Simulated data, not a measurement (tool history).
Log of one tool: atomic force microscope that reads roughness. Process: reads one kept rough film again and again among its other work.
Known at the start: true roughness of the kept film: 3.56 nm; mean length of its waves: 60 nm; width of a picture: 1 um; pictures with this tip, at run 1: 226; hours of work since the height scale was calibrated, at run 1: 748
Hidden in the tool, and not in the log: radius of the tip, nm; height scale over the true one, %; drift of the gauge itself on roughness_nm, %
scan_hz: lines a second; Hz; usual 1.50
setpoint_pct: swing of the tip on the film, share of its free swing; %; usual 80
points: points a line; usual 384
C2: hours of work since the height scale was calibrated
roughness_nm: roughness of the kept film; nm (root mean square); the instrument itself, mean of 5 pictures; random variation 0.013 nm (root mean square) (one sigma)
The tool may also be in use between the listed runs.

{"run": 1, "hour": 0.0, "scan_hz": 1.5, "setpoint_pct": 80, "points": 384, "pictures with this tip": 226, "C2": 748, "roughness_nm": 2.909}
{"hour": 16.5, "done": "new tip fitted"}
{"run": 2, "hour": 31.9, "scan_hz": 2.98, "setpoint_pct": 80, "points": 384, "pictures with this tip": 38, "C2": 772, "roughness_nm": 2.907}
{"run": 3, "hour": 58.9, "scan_hz": 2.98, "setpoint_pct": 80, "points": 384, "pictures with this tip": 105, "C2": 792, "roughness_nm": 2.832}
{"run": 4, "hour": 80.9, "scan_hz": 2.98, "setpoint_pct": 80, "points": 896, "pictures with this tip": 159, "C2": 808, "roughness_nm": 2.775}
{"run": 5, "hour": 103.2, "scan_hz": 2.98, "setpoint_pct": 80, "points": 896, "pictures with this tip": 215, "C2": 825, "roughness_nm": 2.732}
{"hour": 123.3, "done": "new tip fitted"}
{"run": 6, "hour": 129.2, "scan_hz": 2.98, "setpoint_pct": 80, "points": 896, "pictures with this tip": 15, "C2": 844, "roughness_nm": 2.907}
{"run": 7, "hour": 149.0, "scan_hz": 2.98, "setpoint_pct": 80, "points": 896, "pictures with this tip": 64, "C2": 858, "roughness_nm": 2.877}
{"run": 8, "hour": 165.4, "scan_hz": 2.98, "setpoint_pct": 80, "points": 896, "pictures with this tip": 104, "C2": 870, "roughness_nm": 2.816}
{"run": 9, "hour": 186.4, "scan_hz": 1.5, "setpoint_pct": 80, "points": 692, "pictures with this tip": 156, "C2": 886, "roughness_nm": 2.964}
{"run": 10, "hour": 211.1, "scan_hz": 1.5, "setpoint_pct": 80, "points": 692, "pictures with this tip": 218, "C2": 904, "roughness_nm": 2.899}
{"hour": 230.1, "done": "new tip fitted"}
{"run": 11, "hour": 237.3, "scan_hz": 1.5, "setpoint_pct": 80, "points": 818, "pictures with this tip": 18, "C2": 924, "roughness_nm": 3.145}
{"run": 12, "hour": 259.3, "scan_hz": 1.5, "setpoint_pct": 80, "points": 440, "pictures with this tip": 73, "C2": 940, "roughness_nm": 3.078}
{"run": 13, "hour": 281.7, "scan_hz": 1.5, "setpoint_pct": 80, "points": 440, "pictures with this tip": 128, "C2": 957, "roughness_nm": 3.007}
{"run": 14, "hour": 309.3, "scan_hz": 1.5, "setpoint_pct": 80, "points": 440, "pictures with this tip": 196, "C2": 977, "roughness_nm": 2.955}
{"run": 15, "hour": 333.5, "scan_hz": 1.5, "setpoint_pct": 80, "points": 689, "pictures with this tip": 257, "C2": 995, "roughness_nm": 2.902}
{"hour": 337.6, "done": "new tip fitted"}
{"run": 16, "hour": 355.7, "scan_hz": 1.5, "setpoint_pct": 62, "points": 689, "pictures with this tip": 45, "C2": 1011, "roughness_nm": 3.276}
{"run": 17, "hour": 369.8, "scan_hz": 1.5, "setpoint_pct": 62, "points": 689, "pictures with this tip": 80, "C2": 1022, "roughness_nm": 3.217}
{"run": 18, "hour": 394.9, "scan_hz": 1.5, "setpoint_pct": 62, "points": 689, "pictures with this tip": 142, "C2": 1040, "roughness_nm": 3.168}
{"run": 19, "hour": 413.4, "scan_hz": 1.5, "setpoint_pct": 80, "points": 384, "pictures with this tip": 188, "C2": 1054, "roughness_nm": 2.945}
{"run": 20, "hour": 438.7, "scan_hz": 1.5, "setpoint_pct": 80, "points": 384, "pictures with this tip": 251, "C2": 1073, "roughness_nm": 2.881}
{"hour": 445.5, "done": "new tip fitted"}
{"run": 21, "hour": 457.7, "scan_hz": 3.02, "setpoint_pct": 80, "points": 384, "pictures with this tip": 31, "C2": 1086, "roughness_nm": 2.87}
{"run": 22, "hour": 489.1, "scan_hz": 2.04, "setpoint_pct": 80, "points": 384, "pictures with this tip": 108, "C2": 1110, "roughness_nm": 2.926}
{"run": 23, "hour": 512.6, "scan_hz": 3.07, "setpoint_pct": 80, "points": 384, "pictures with this tip": 166, "C2": 1127, "roughness_nm": 2.749}
{"run": 24, "hour": 525.5, "scan_hz": 1.67, "setpoint_pct": 64, "points": 384, "pictures with this tip": 199, "C2": 1137, "roughness_nm": 3.07}
{"run": 25, "hour": 545.1, "scan_hz": 1.5, "setpoint_pct": 84, "points": 384, "pictures with this tip": 247, "C2": 1151, "roughness_nm": 2.811}
{"hour": 553.3, "done": "new tip fitted"}
{"run": 26, "hour": 572.1, "scan_hz": 1.5, "setpoint_pct": 80, "points": 891, "pictures with this tip": 47, "C2": 1171, "roughness_nm": 3.089}
{"run": 27, "hour": 593.5, "scan_hz": 1.5, "setpoint_pct": 80, "points": 891, "pictures with this tip": 100, "C2": 1187, "roughness_nm": 3.04}
{"run": 28, "hour": 614.8, "scan_hz": 1.5, "setpoint_pct": 80, "points": 891, "pictures with this tip": 152, "C2": 1203, "roughness_nm": 2.989}
{"run": 29, "hour": 630.9, "scan_hz": 0.86, "setpoint_pct": 61, "points": 982, "pictures with this tip": 192, "C2": 1215, "roughness_nm": 3.118}
{"run": 30, "hour": 659.1, "scan_hz": 1.5, "setpoint_pct": 68, "points": 600, "pictures with this tip": 262, "C2": 1236, "roughness_nm": 2.953}
{"hour": 662.3, "done": "new tip fitted"}
{"run": 31, "hour": 685.8, "scan_hz": 1.0, "setpoint_pct": 60, "points": 725, "pictures with this tip": 58, "C2": 1255, "roughness_nm": 3.285}
{"run": 32, "hour": 700.0, "scan_hz": 1.0, "setpoint_pct": 60, "points": 725, "pictures with this tip": 93, "C2": 1266, "roughness_nm": 3.222}

The next listed run, before its measurement:
{"run": 33, "hour": 714.5, "scan_hz": 0.74, "setpoint_pct": 80, "points": 725, "pictures with this tip": 129, "C2": 1276, "roughness_nm": "?"}

roughness_nm: 3.128 nm (root mean square)
Without the tool's hidden state the same run would have given roughness_nm 3.332 nm (root mean square).
